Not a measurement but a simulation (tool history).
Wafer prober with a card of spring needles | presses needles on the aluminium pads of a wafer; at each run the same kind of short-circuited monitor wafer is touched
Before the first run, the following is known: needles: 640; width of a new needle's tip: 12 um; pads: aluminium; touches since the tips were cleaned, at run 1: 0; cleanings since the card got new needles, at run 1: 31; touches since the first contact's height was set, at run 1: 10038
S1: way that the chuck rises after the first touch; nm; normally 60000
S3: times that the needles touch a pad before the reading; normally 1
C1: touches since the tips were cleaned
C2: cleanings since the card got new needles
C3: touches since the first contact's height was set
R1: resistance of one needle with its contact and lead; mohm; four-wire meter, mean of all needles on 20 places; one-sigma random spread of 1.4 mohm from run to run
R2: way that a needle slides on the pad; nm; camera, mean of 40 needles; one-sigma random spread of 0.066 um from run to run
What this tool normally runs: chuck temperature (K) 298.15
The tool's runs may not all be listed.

{"run": 1, "hour": 0.0, "S1": 60000, "chuck temperature (K)": 298.15, "S3": 1, "C1": 0, "C2": 31, "C3": 10038, "R1": 133, "R2": 15410}
{"hour": 34.0, "done": "tips cleaned on abrasive film"}
{"run": 2, "hour": 43.1, "S1": 60000, "chuck temperature (K)": 298.15, "S3": 1, "C1": 1798, "C2": 32, "C3": 18537, "R1": 148, "R2": 15470}
{"hour": 67.2, "done": "tips cleaned on abrasive film"}
{"run": 3, "hour": 67.7, "S1": 51000, "chuck temperature (K)": 298.15, "S3": 1, "C1": 88, "C2": 33, "C3": 23389, "R1": 139, "R2": 13000}
{"hour": 98.5, "done": "tips cleaned on abrasive film"}
{"run": 4, "hour": 99.1, "S1": 60000, "chuck temperature (K)": 298.15, "S3": 1, "C1": 126, "C2": 34, "C3": 29592, "R1": 137, "R2": 15420}
{"run": 5, "hour": 122.7, "S1": 60000, "chuck temperature (K)": 298.15, "S3": 1, "C1": 4784, "C2": 34, "C3": 34250, "R1": 164, "R2": 15420}
{"hour": 131.7, "done": "tips cleaned on abrasive film"}
{"hour": 164.2, "done": "tips cleaned on abrasive film"}
{"run": 6, "hour": 164.9, "S1": 60000, "chuck temperature (K)": 298.15, "S3": 3, "C1": 134, "C2": 36, "C3": 42560, "R1": 135, "R2": 15400}
{"run": 7, "hour": 184.2, "S1": 60000, "chuck temperature (K)": 298.15, "S3": 1, "C1": 3964, "C2": 36, "C3": 46390, "R1": 160, "R2": 15310}
{"hour": 196.8, "done": "tips cleaned on abrasive film"}
{"run": 8, "hour": 227.0, "S1": 60000, "chuck temperature (K)": 298.15, "S3": 1, "C1": 5975, "C2": 37, "C3": 54832, "R1": 170, "R2": 15250}
{"hour": 231.0, "done": "tips cleaned on abrasive film"}
{"run": 9, "hour": 251.7, "S1": 60000, "chuck temperature (K)": 298.15, "S3": 1, "C1": 4093, "C2": 38, "C3": 59699, "R1": 164, "R2": 15380}
{"hour": 263.5, "done": "tips cleaned on abrasive film"}
{"run": 10, "hour": 291.2, "S1": 60000, "chuck temperature (K)": 298.15, "S3": 1, "C1": 5483, "C2": 39, "C3": 67495, "R1": 172, "R2": 15280}
{"hour": 294.7, "done": "tips cleaned on abrasive film"}
{"run": 11, "hour": 310.0, "S1": 60000, "chuck temperature (K)": 298.15, "S3": 2, "C1": 3032, "C2": 40, "C3": 71194, "R1": 148, "R2": 15330}
{"hour": 326.6, "done": "tips cleaned on abrasive film"}
{"run": 12, "hour": 329.1, "S1": 75000, "chuck temperature (K)": 298.15, "S3": 2, "C1": 492, "C2": 41, "C3": 74947, "R1": 131, "R2": 19250}
{"hour": 357.8, "done": "tips cleaned on abrasive film"}
{"run": 13, "hour": 365.5, "S1": 75000, "chuck temperature (K)": 298.15, "S3": 2, "C1": 1519, "C2": 42, "C3": 82139, "R1": 133, "R2": 19180}
{"hour": 390.1, "done": "tips cleaned on abrasive film"}
{"run": 14, "hour": 393.3, "S1": 62000, "chuck temperature (K)": 333.15, "S3": 2, "C1": 626, "C2": 43, "C3": 87613, "R1": 142, "R2": 15730}
{"run": 15, "hour": 419.1, "S1": 62000, "chuck temperature (K)": 333.15, "S3": 2, "C1": 5729, "C2": 43, "C3": 92716, "R1": 156, "R2": 15710}
{"hour": 421.5, "done": "tips cleaned on abrasive film"}
{"hour": 455.9, "done": "tips cleaned on abrasive film"}
{"run": 16, "hour": 457.3, "S1": 67000, "chuck temperature (K)": 348.15, "S3": 1, "C1": 281, "C2": 45, "C3": 100235, "R1": 144, "R2": 16880}
{"run": 17, "hour": 478.8, "S1": 67000, "chuck temperature (K)": 348.15, "S3": 1, "C1": 4544, "C2": 45, "C3": 104498, "R1": 164, "R2": 17110}
{"hour": 487.4, "done": "tips cleaned on abrasive film"}
{"hour": 520.8, "done": "tips cleaned on abrasive film"}
{"run": 18, "hour": 521.6, "S1": 76000, "chuck temperature (K)": 323.15, "S3": 1, "C1": 162, "C2": 47, "C3": 112928, "R1": 133, "R2": 19170}
{"hour": 554.0, "done": "tips cleaned on abrasive film"}
{"run": 19, "hour": 563.0, "S1": 76000, "chuck temperature (K)": 391.15, "S3": 1, "C1": 1783, "C2": 48, "C3": 121088, "R1": 155, "R2": 19130}
{"hour": 586.7, "done": "tips cleaned on abrasive film"}
{"run": 20, "hour": 606.1, "S1": 59000, "chuck temperature (K)": 308.15, "S3": 2, "C1": 3848, "C2": 49, "C3": 129608, "R1": 152, "R2": 14990}
{"hour": 619.2, "done": "tips cleaned on abrasive film"}
{"run": 21, "hour": 647.0, "S1": 41000, "chuck temperature (K)": 330.15, "S3": 1, "C1": 5500, "C2": 50, "C3": 137665, "R1": 216, "R2": 10210}

Some steps in R1 between neighbouring runs. How much of each would the tool show without its hidden state too (settings, what came in, random variation), and how much is left for the hidden state, with any gauge scatter that isn't in both results?
Hidden conditions of the tool in this case: debris on the tips, nm; way that the needles fall short of the set height, um; tips' diameter, um; drift of the gauge itself on contact_mohm, %; drift of the gauge itself on scrub_um, %.
Run 5 -> 6: S3 1 -> 3, tips cleaned on abrasive film, tips cleaned on abrasive film. R1 -29 mohm: hidden state -30, all else +1.
Run 17 -> 18: S1 67000 -> 76000, chuck temperature (K) 348.15 -> 323.15, tips cleaned on abrasive film, tips cleaned on abrasive film. R1 -31 mohm: hidden state -22, all else -9.
Run 20 -> 21: S1 59000 -> 41000, chuck temperature (K) 308.15 -> 330.15, S3 2 -> 1, tips cleaned on abrasive film. R1 +64 mohm: hidden state +53, all else +11.
